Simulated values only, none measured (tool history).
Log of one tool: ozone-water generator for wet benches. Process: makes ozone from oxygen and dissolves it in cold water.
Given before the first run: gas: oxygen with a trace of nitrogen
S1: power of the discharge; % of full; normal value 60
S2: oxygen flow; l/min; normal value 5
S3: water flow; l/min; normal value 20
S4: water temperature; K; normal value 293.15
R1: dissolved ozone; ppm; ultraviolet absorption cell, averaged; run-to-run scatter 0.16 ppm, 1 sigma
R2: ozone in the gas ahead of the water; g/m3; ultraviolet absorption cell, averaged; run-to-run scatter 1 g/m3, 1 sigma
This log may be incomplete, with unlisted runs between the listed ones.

run,day,S1,S2,S3,S4,R1,R2
1,0,60,5,20,293.15,19.8,179.5
2,3.688,60,5,20,293.15,20,180.6
3,8.238,60,5,20,293.15,19.7,181.1
# day 9.312: water thermometer calibrated
4,10.654,60,5,20,293.15,19.8,178.6
5,12.812,60,5,20,293.15,19.7,180.6
6,16.275,60,5,20,293.15,19.6,179.7
7,21.3,60,5,20,293.15,19.5,180.2

What will run 8 give?
8,26.288,94,4.05,15,301.15,?,?

For run 8 the tool returned R1 29.5 ppm, R2 269.3 g/m3.
On a tool with no hidden condition, and with the same random variation, this run would have come out at R1 29.5 ppm, R2 271.8 g/m3.

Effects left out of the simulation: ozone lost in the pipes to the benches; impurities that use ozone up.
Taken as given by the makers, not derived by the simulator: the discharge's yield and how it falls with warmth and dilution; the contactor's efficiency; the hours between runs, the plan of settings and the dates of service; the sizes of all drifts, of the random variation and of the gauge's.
